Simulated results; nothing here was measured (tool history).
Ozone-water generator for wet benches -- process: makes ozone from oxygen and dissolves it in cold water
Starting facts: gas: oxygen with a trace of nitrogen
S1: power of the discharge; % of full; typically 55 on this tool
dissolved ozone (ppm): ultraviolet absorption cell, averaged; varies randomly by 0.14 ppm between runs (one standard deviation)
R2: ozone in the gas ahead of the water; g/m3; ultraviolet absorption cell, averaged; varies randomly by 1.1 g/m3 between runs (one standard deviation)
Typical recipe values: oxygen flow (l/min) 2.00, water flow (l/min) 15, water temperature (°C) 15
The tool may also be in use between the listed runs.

Run 1, hour 0.0: usual settings. Result: dissolved ozone (ppm) 14.4, R2 182.9 g/m3.
Run 2, hour 43.0: usual settings. Result: dissolved ozone (ppm) 14.3, R2 180.7 g/m3.
Run 3, hour 92.8: usual settings but water temperature (°C) 16. Result: dissolved ozone (ppm) 14.3, R2 181.5 g/m3.
Run 4, hour 131.4: usual settings but water temperature (°C) 16. Result: dissolved ozone (ppm) 14.3, R2 180.9 g/m3.
Run 5, hour 167.6: usual settings but water flow (l/min) 20, water temperature (°C) 16. Result: dissolved ozone (ppm) 10.7, R2 179.8 g/m3.
Run 6, hour 192.7: usual settings but water flow (l/min) 20, water temperature (°C) 16. Result: dissolved ozone (ppm) 10.7, R2 181.4 g/m3.
Run 7, hour 219.1: usual settings but oxygen flow (l/min) 1.45. Result: dissolved ozone (ppm) 13.3, R2 212.0 g/m3.
Run 8, hour 267.7: usual settings but oxygen flow (l/min) 1.11. Result: dissolved ozone (ppm) 12.3, R2 246.1 g/m3.
Run 9, hour 315.6: usual settings but oxygen flow (l/min) 1.11. Result: dissolved ozone (ppm) 12.4, R2 242.1 g/m3.
Run 10, hour 365.0: usual settings but oxygen flow (l/min) 1.11. Result: dissolved ozone (ppm) 12.4, R2 246.1 g/m3.
Run 11, hour 398.7: usual settings but water temperature (°C) 17. Result: dissolved ozone (ppm) 13.9, R2 179.3 g/m3.
Run 12, hour 436.4: usual settings but water flow (l/min) 13. Result: dissolved ozone (ppm) 16.4, R2 179.0 g/m3.
Run 13, hour 486.4: usual settings but water flow (l/min) 13. Result: dissolved ozone (ppm) 16.3, R2 180.1 g/m3.
Run 14, hour 517.6: usual settings but water flow (l/min) 13. Result: dissolved ozone (ppm) 16.3, R2 180.6 g/m3.
Run 15, hour 562.9: usual settings but water flow (l/min) 13. Result: dissolved ozone (ppm) 16.3, R2 180.0 g/m3.
Run 16, hour 614.6: usual settings but water flow (l/min) 13. Result: dissolved ozone (ppm) 16.3, R2 179.7 g/m3.
Run 17, hour 638.7: usual settings but water flow (l/min) 18. Result: dissolved ozone (ppm) 11.6, R2 178.7 g/m3.
Run 18, hour 672.6: usual settings but S1 75 % of full, oxygen flow (l/min) 2.30, water flow (l/min) 12, water temperature (°C) 21. Result: dissolved ozone (ppm) 21.1, R2 211.8 g/m3.
Run 19, hour 702.6: usual settings but S1 88 % of full, oxygen flow (l/min) 1.17, water flow (l/min) 12, water temperature (°C) 22. Result: dissolved ozone (ppm) 21.5, R2 344.6 g/m3.
Run 20, hour 744.6: usual settings but oxygen flow (l/min) 3.13, water flow (l/min) 9. Result: dissolved ozone (ppm) 22.3, R2 140.7 g/m3.
Run 21, hour 769.1: usual settings but oxygen flow (l/min) 1.05, water temperature (°C) 9. Result: dissolved ozone (ppm) 12.3, R2 250.8 g/m3.
Run 22, hour 814.6: usual settings but oxygen flow (l/min) 1.05, water flow (l/min) 19. Result: dissolved ozone (ppm) 9.3, R2 250.5 g/m3.
Run 23, hour 862.9: usual settings but S1 61 % of full, water flow (l/min) 19. Result: dissolved ozone (ppm) 11.8, R2 193.8 g/m3.
Run 24, hour 905.3: usual settings but S1 91 % of full, oxygen flow (l/min) 1.67, water temperature (°C) 18. Result: dissolved ozone (ppm) 19.9, R2 291.8 g/m3.
Run 25, hour 948.6: usual settings but S1 60 % of full. Result: dissolved ozone (ppm) 15.0, R2 190.6 g/m3.
Run 26, hour 1003.0: usual settings but S1 60 % of full, oxygen flow (l/min) 1.82, water flow (l/min) 22, water temperature (°C) 23. Result: dissolved ozone (ppm) 9.3, R2 198.8 g/m3.
Run 27, hour 1040.2: usual settings but S1 50 % of full, oxygen flow (l/min) 1.82, water flow (l/min) 20, water temperature (°C) 23. Result: dissolved ozone (ppm) 9.0, R2 173.1 g/m3.
Run 28, hour 1066.4: usual settings but S1 79 % of full, water flow (l/min) 13, water temperature (°C) 12. Result: dissolved ozone (ppm) 22.1, R2 234.8 g/m3.
Run 29, hour 1109.4: usual settings but S1 80 % of full, water flow (l/min) 13, water temperature (°C) 12. Result: dissolved ozone (ppm) 22.0, R2 234.6 g/m3.
Run 30, hour 1160.3: usual settings but S1 46 % of full, oxygen flow (l/min) 1.95, water flow (l/min) 14, water temperature (°C) 8. Result: dissolved ozone (ppm) 13.6, R2 155.5 g/m3.
Run 31, hour 1204.8: usual settings but oxygen flow (l/min) 2.43, water temperature (°C) 13. Result: dissolved ozone (ppm) 14.6, R2 161.6 g/m3.
Run 32, hour 1247.9: usual settings but oxygen flow (l/min) 2.43, water temperature (°C) 13. Result: dissolved ozone (ppm) 14.9, R2 158.5 g/m3.
Run 33, hour 1284.4: usual settings but S1 97 % of full. Result: dissolved ozone (ppm) 21.9, R2 272.6 g/m3.

Alternative continuations, all from the tool just after run 33; predict every row:
Run A, hour 1324.4: usual settings but S1 41 % of full, oxygen flow (l/min) 1.89, water temperature (°C) 20. Result: dissolved ozone (ppm) ?, R2 ?.
Run B, hour 1324.4: usual settings but S1 66 % of full, oxygen flow (l/min) 2.37, water temperature (°C) 14. Result: dissolved ozone (ppm) ?, R2 ?.
Run C, hour 1324.4: usual settings but water temperature (°C) 23. Result: dissolved ozone (ppm) ?, R2 ?.
Run D, hour 1324.4: usual settings but S1 89 % of full. Result: dissolved ozone (ppm) ?, R2 ?.

run  dissolved ozone (ppm)     R2
  A                   10.4  144.8
  B                   16.7  186.5
  C                   12.8  176.4
  D                   20.2  253.8
Take away the tool's hidden state, keep each run's random variation, and the runs would have read:
run  dissolved ozone (ppm)     R2
  A                   11.2  150.2
  B                   18.4  198.4
  C                   14.0  185.9
  D                   22.6  274.3
